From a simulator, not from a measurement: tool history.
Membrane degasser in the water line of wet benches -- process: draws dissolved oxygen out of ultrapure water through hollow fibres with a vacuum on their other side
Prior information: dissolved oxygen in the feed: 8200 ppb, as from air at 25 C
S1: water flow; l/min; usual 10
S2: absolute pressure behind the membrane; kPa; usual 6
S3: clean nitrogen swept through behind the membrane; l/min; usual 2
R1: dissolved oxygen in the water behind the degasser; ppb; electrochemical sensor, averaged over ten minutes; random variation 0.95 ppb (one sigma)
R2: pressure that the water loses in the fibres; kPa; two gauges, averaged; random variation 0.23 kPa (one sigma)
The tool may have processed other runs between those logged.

run   hour  S1     S2    S3     R1     R2
  1      0  10      6     2   89.7  56.58
  2   73.4  10      6  0.96  125.7  56.63
  3  147.8  10      6  2.94   79.5  56.41
  4    225   9      6     2   75.1  51.03
  5  274.6  10      6     2   91.3  56.59
  6  327.5  15      6  1.07    209  85.47
  7  376.7   6  10.99  5.08   39.9  34.56
  8    413   7   5.15  1.36   50.6   40.1
  9  464.8   7   5.15  1.36     51     40
 10  525.7   7   5.15  1.36   50.4  40.17

Branching from run 10: 3 alternative next runs. What would each branch give?
  A  585.5   6  6.85  0.88   ?   ?
  B  585.5   7  5.15  1.47   ?   ?
  C  585.5  12  5.15     3   ?   ?

run    R1     R2
  A  78.4  34.75
  B  48.1  40.07
  C  98.9  69.17
With no hidden state in the tool, these same runs would have given:
run    R1     R2
  A  78.4  34.22
  B    48  39.45
  C  98.8  68.11
